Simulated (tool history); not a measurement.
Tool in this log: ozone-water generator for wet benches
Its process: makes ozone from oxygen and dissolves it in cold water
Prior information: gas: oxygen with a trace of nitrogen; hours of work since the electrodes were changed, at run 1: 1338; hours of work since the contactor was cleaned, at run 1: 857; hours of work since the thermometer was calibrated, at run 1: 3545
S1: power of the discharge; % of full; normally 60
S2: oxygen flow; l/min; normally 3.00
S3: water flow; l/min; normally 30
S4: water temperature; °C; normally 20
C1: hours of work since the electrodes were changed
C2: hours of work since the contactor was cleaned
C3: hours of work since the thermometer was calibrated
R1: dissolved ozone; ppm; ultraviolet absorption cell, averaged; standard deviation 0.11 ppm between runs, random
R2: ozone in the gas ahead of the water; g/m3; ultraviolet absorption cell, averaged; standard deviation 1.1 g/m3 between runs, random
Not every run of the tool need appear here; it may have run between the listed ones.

{"run": 1, "day": 0.0, "S1": 60, "S2": 3.0, "S3": 30, "S4": 20, "C1": 1338, "C2": 857, "C3": 3545, "R1": 8.4, "R2": 190.1}
{"run": 2, "day": 3.333, "S1": 58, "S2": 3.0, "S3": 30, "S4": 20, "C1": 1405, "C2": 924, "C3": 3612, "R1": 8.2, "R2": 184.0}
{"run": 3, "day": 8.858, "S1": 59, "S2": 3.0, "S3": 30, "S4": 20, "C1": 1516, "C2": 1034, "C3": 3723, "R1": 8.4, "R2": 186.7}
{"run": 4, "day": 12.075, "S1": 59, "S2": 3.0, "S3": 30, "S4": 20, "C1": 1580, "C2": 1099, "C3": 3787, "R1": 8.3, "R2": 188.8}
{"day": 13.933, "done": "water thermometer calibrated"}
{"run": 5, "day": 16.262, "S1": 59, "S2": 3.0, "S3": 30, "S4": 20, "C1": 1663, "C2": 1182, "C3": 47, "R1": 8.2, "R2": 187.3}
{"run": 6, "day": 21.35, "S1": 59, "S2": 3.0, "S3": 30, "S4": 20, "C1": 1765, "C2": 1284, "C3": 148, "R1": 8.4, "R2": 185.6}
{"run": 7, "day": 24.325, "S1": 60, "S2": 3.0, "S3": 30, "S4": 20, "C1": 1825, "C2": 1344, "C3": 208, "R1": 8.5, "R2": 189.6}
{"run": 8, "day": 27.321, "S1": 60, "S2": 3.0, "S3": 30, "S4": 20, "C1": 1885, "C2": 1404, "C3": 268, "R1": 8.5, "R2": 191.2}
{"run": 9, "day": 31.492, "S1": 60, "S2": 3.0, "S3": 30, "S4": 20, "C1": 1968, "C2": 1487, "C3": 352, "R1": 8.4, "R2": 190.6}
{"run": 10, "day": 36.579, "S1": 60, "S2": 3.0, "S3": 30, "S4": 20, "C1": 2070, "C2": 1589, "C3": 454, "R1": 8.5, "R2": 190.3}
{"run": 11, "day": 41.208, "S1": 60, "S2": 3.0, "S3": 30, "S4": 12, "C1": 2163, "C2": 1682, "C3": 546, "R1": 9.1, "R2": 190.3}
{"run": 12, "day": 46.371, "S1": 60, "S2": 3.0, "S3": 30, "S4": 12, "C1": 2266, "C2": 1785, "C3": 650, "R1": 8.9, "R2": 191.0}
{"run": 13, "day": 48.725, "S1": 60, "S2": 2.57, "S3": 30, "S4": 20, "C1": 2314, "C2": 1832, "C3": 697, "R1": 7.8, "R2": 203.2}
{"run": 14, "day": 53.058, "S1": 60, "S2": 3.0, "S3": 30, "S4": 20, "C1": 2400, "C2": 1919, "C3": 784, "R1": 8.4, "R2": 192.7}
{"run": 15, "day": 57.517, "S1": 60, "S2": 3.0, "S3": 30, "S4": 20, "C1": 2490, "C2": 2009, "C3": 873, "R1": 8.3, "R2": 192.4}
{"run": 16, "day": 62.558, "S1": 60, "S2": 3.0, "S3": 30, "S4": 20, "C1": 2591, "C2": 2110, "C3": 974, "R1": 8.5, "R2": 191.8}
{"run": 17, "day": 66.0, "S1": 60, "S2": 3.0, "S3": 36, "S4": 20, "C1": 2660, "C2": 2178, "C3": 1043, "R1": 6.9, "R2": 190.0}
{"run": 18, "day": 68.821, "S1": 87, "S2": 3.0, "S3": 30, "S4": 20, "C1": 2716, "C2": 2235, "C3": 1099, "R1": 10.6, "R2": 244.1}
{"run": 19, "day": 73.538, "S1": 87, "S2": 3.0, "S3": 30, "S4": 20, "C1": 2811, "C2": 2329, "C3": 1194, "R1": 10.9, "R2": 243.5}
{"run": 20, "day": 77.267, "S1": 87, "S2": 3.0, "S3": 30, "S4": 20, "C1": 2885, "C2": 2404, "C3": 1268, "R1": 10.7, "R2": 241.0}
{"run": 21, "day": 79.992, "S1": 54, "S2": 3.0, "S3": 46, "S4": 22, "C1": 2940, "C2": 2459, "C3": 1323, "R1": 4.7, "R2": 178.7}
{"run": 22, "day": 83.504, "S1": 43, "S2": 3.0, "S3": 30, "S4": 17, "C1": 3010, "C2": 2529, "C3": 1393, "R1": 6.9, "R2": 154.7}
{"run": 23, "day": 86.708, "S1": 43, "S2": 3.0, "S3": 30, "S4": 17, "C1": 3074, "C2": 2593, "C3": 1458, "R1": 6.9, "R2": 156.6}
{"run": 24, "day": 89.217, "S1": 50, "S2": 3.36, "S3": 30, "S4": 17, "C1": 3125, "C2": 2643, "C3": 1508, "R1": 8.1, "R2": 163.2}
{"run": 25, "day": 93.275, "S1": 58, "S2": 1.58, "S3": 38, "S4": 17, "C1": 3206, "C2": 2725, "C3": 1589, "R1": 5.1, "R2": 249.4}
{"run": 26, "day": 97.433, "S1": 96, "S2": 3.0, "S3": 30, "S4": 14, "C1": 3289, "C2": 2808, "C3": 1672, "R1": 11.8, "R2": 261.8}
{"run": 27, "day": 103.246, "S1": 48, "S2": 3.0, "S3": 30, "S4": 20, "C1": 3406, "C2": 2924, "C3": 1789, "R1": 7.3, "R2": 167.6}
{"run": 28, "day": 105.633, "S1": 48, "S2": 3.42, "S3": 30, "S4": 18, "C1": 3453, "C2": 2972, "C3": 1837, "R1": 7.7, "R2": 157.6}
{"run": 29, "day": 108.604, "S1": 88, "S2": 3.42, "S3": 25, "S4": 12, "C1": 3513, "C2": 3032, "C3": 1896, "R1": 14.3, "R2": 231.2}
{"run": 30, "day": 111.571, "S1": 88, "S2": 2.17, "S3": 19, "S4": 12, "C1": 3572, "C2": 3091, "C3": 1955, "R1": 16.5, "R2": 285.7}
{"day": 113.758, "done": "gauge calibrated"}
{"run": 31, "day": 115.117, "S1": 73, "S2": 2.17, "S3": 18, "S4": 12, "C1": 3643, "C2": 3162, "C3": 2027, "R1": 15.5, "R2": 244.6}
{"run": 32, "day": 117.688, "S1": 79, "S2": 2.17, "S3": 18, "S4": 12, "C1": 3695, "C2": 3214, "C3": 2078, "R1": 16.4, "R2": 259.0}
{"run": 33, "day": 122.829, "S1": 82, "S2": 1.73, "S3": 29, "S4": 28, "C1": 3798, "C2": 3317, "C3": 2181, "R1": 8.2, "R2": 291.1}

4 ways to go on from here, each from the tool as it stands after run 33. What would each give?
{"run": "A", "day": 128.654, "S1": 60, "S2": 3.8, "S3": 30, "S4": 18, "C1": 3914, "C2": 3433, "C3": 2298, "R1": "?", "R2": "?"}
{"run": "B", "day": 128.654, "S1": 56, "S2": 2.52, "S3": 29, "S4": 28, "C1": 3914, "C2": 3433, "C3": 2298, "R1": "?", "R2": "?"}
{"run": "C", "day": 128.654, "S1": 78, "S2": 3.0, "S3": 30, "S4": 20, "C1": 3914, "C2": 3433, "C3": 2298, "R1": "?", "R2": "?"}
{"run": "D", "day": 128.654, "S1": 60, "S2": 4.47, "S3": 30, "S4": 20, "C1": 3914, "C2": 3433, "C3": 2298, "R1": "?", "R2": "?"}

run=A R1=9.2 R2=170.8
run=B R1=7.4 R2=194.4
run=C R1=9.6 R2=223.5
run=D R1=9.5 R2=158.7
With the hidden condition removed and each run's random variation left untouched, the same runs would have given:
run=A R1=9.2 R2=170.3
run=B R1=7.4 R2=193.8
run=C R1=9.6 R2=222.8
run=D R1=9.5 R2=158.2
